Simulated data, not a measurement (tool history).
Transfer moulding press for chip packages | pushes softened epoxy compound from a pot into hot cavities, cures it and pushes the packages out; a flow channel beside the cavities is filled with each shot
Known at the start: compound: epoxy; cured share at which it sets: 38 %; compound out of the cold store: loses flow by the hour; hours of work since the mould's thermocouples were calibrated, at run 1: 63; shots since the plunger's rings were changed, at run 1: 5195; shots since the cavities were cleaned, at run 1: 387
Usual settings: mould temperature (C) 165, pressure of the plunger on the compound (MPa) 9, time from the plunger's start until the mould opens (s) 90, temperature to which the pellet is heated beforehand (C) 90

| run | hour | mould temperature (C) | pressure of the plunger on the compound (MPa) | time from the plunger's start until the mould opens (s) | temperature to which the pellet is heated beforehand (C) | hours of work since the mould's thermocouples were calibrated | shots since the plunger's rings were changed | shots since the cavities were cleaned | incoming compound's hours out of the cold store | length that the compound runs in the flow channel (mm) | greatest force on the pins that push the packages out (N) |
|---|---|---|---|---|---|---|---|---|---|---|---|
| 1 | 0 | 165 | 9 | 90 | 90 | 63 | 5195 | 387 | 22.2 | 946 | 574 |
|  | 39.5 | cavities cleaned with cleaning compound and waxed |
|  | 49.5 | plunger's sealing rings changed |
| 2 | 71.3 | 165 | 9 | 90 | 90 | 100 | 257 | 346 | 32.8 | 933 | 571 |
| 3 | 111.9 | 165 | 9 | 90 | 90 | 122 | 737 | 826 | 30.5 | 938 | 636 |
|  | 121.3 | cavities cleaned with cleaning compound and waxed |
| 4 | 169.1 | 165 | 9.71 | 90 | 90 | 152 | 1396 | 565 | 11.4 | 1062 | 637 |
|  | 198.4 | cavities cleaned with cleaning compound and waxed |
| 5 | 257.9 | 165 | 9.71 | 90 | 90 | 200 | 2429 | 704 | 9.1 | 1074 | 679 |
|  | 273.7 | cavities cleaned with cleaning compound and waxed |
| 6 | 300.4 | 165 | 9.71 | 90 | 90 | 222 | 2913 | 315 | 29.7 | 958 | 545 |
|  | 346.5 | cavities cleaned with cleaning compound and waxed |
| 7 | 383.6 | 165 | 10.58 | 90 | 90 | 267 | 3880 | 438 | 31.6 | 984 | 564 |
|  | 422.4 | cavities cleaned with cleaning compound and waxed |
| 8 | 422.4 | 165 | 10.58 | 90 | 90 | 287 | 4321 | 0 | 12.6 | 1085 | 472 |
|  | 501.1 | cavities cleaned with cleaning compound and waxed |
| 9 | 511.6 | 165 | 9 | 90 | 85 | 335 | 5360 | 125 | 14.7 | 970 | 530 |
|  | 549.6 | plunger's sealing rings changed |
| 10 | 551.7 | 165 | 9 | 119 | 90 | 356 | 24 | 568 | 31 | 942 | 492 |
|  | 575.7 | cavities cleaned with cleaning compound and waxed |
| 11 | 592.2 | 165 | 9 | 90 | 98 | 377 | 487 | 196 | 44.6 | 869 | 485 |
| 12 | 631.2 | 165 | 9 | 90 | 90 | 398 | 948 | 657 | 37.2 | 912 | 576 |
|  | 650.2 | cavities cleaned with cleaning compound and waxed |
| 13 | 674.9 | 165 | 7.6 | 90 | 90 | 421 | 1447 | 292 | 30.4 | 861 | 512 |
|  | 707.4 | mould's thermocouples calibrated |
|  | 728 | cavities cleaned with cleaning compound and waxed |
| 14 | 728 | 165 | 7.6 | 90 | 90 | 10 | 2033 | 0 | 11.3 | 937 | 505 |
|  | 801.8 | cavities cleaned with cleaning compound and waxed |
| 15 | 805 | 169 | 7.6 | 101 | 90 | 52 | 2926 | 37 | 37.9 | 805 | 392 |
| 16 | 845.8 | 165 | 6.93 | 90 | 86 | 74 | 3409 | 520 | 24.8 | 832 | 603 |
|  | 878.2 | cavities cleaned with cleaning compound and waxed |
| 17 | 913.5 | 165 | 6.93 | 90 | 86 | 110 | 4193 | 418 | 13.1 | 876 | 594 |
|  | 950.8 | cavities cleaned with cleaning compound and waxed |
| 18 | 967.9 | 170 | 6.93 | 90 | 86 | 139 | 4818 | 202 | 44.3 | 732 | 455 |
| 19 | 1009.5 | 170 | 7.44 | 89 | 86 | 162 | 5310 | 694 | 16.8 | 864 | 548 |
|  | 1026.9 | cavities cleaned with cleaning compound and waxed |
|  | 1054.5 | plunger's sealing rings changed |
| 20 | 1084.1 | 167 | 7.44 | 102 | 86 | 200 | 350 | 646 | 34.3 | 832 | 505 |
|  | 1105.7 | cavities cleaned with cleaning compound and waxed |
| 21 | 1156.6 | 167 | 7.94 | 109 | 86 | 239 | 1190 | 602 | 20.3 | 917 | 507 |
|  | 1181.1 | cavities cleaned with cleaning compound and waxed |
| 22 | 1214.4 | 167 | 7.94 | 106 | 98 | 270 | 1856 | 393 | 38.3 | 827 | 491 |
|  | 1255.9 | cavities cleaned with cleaning compound and waxed |
| 23 | 1282.3 | 165 | 9 | 124 | 97 | 306 | 2641 | 312 | 44.3 | 862 | 453 |
| 24 | 1317.9 | 165 | 9 | 124 | 97 | 325 | 3063 | 734 | 16.9 | 970 | 492 |
|  | 1328.2 | cavities cleaned with cleaning compound and waxed |
| 25 | 1373.9 | 165 | 8.45 | 90 | 90 | 355 | 3707 | 540 | 42.2 | 830 | 581 |
|  | 1402.1 | cavities cleaned with cleaning compound and waxed |
| 26 | 1417.1 | 165 | 7.54 | 90 | 90 | 378 | 4201 | 178 | 13.5 | 911 | 541 |
|  | 1480 | cavities cleaned with cleaning compound and waxed |
| 27 | 1497.4 | 165 | 7.54 | 109 | 90 | 421 | 5133 | 206 | 20.3 | 863 | 446 |

The same runs without the tool's hidden state, with the same run-to-run variation:
The hidden state here: true mould temperature over the reading, C; pressure that reaches the compound, % of what is set; grip of the stained cavities, % over clean ones'; drift of the gauge itself on flow_mm, %; drift of the gauge itself on push_out_n, %.
| run | length that the compound runs in the flow channel (mm) | greatest force on the pins that push the packages out (N) |
|---|---|---|
| 1 | 995 | 462 |
| 2 | 937 | 463 |
| 3 | 946 | 455 |
| 4 | 1077 | 498 |
| 5 | 1099 | 513 |
| 6 | 985 | 460 |
| 7 | 1021 | 453 |
| 8 | 1130 | 475 |
| 9 | 1021 | 489 |
| 10 | 945 | 376 |
| 11 | 875 | 440 |
| 12 | 922 | 451 |
| 13 | 874 | 450 |
| 14 | 954 | 491 |
| 15 | 826 | 379 |
| 16 | 858 | 473 |
| 17 | 910 | 489 |
| 18 | 765 | 401 |
| 19 | 908 | 406 |
| 20 | 837 | 386 |
| 21 | 929 | 389 |
| 22 | 843 | 399 |
| 23 | 886 | 377 |
| 24 | 1001 | 366 |
| 25 | 863 | 452 |
| 26 | 952 | 481 |
| 27 | 910 | 390 |
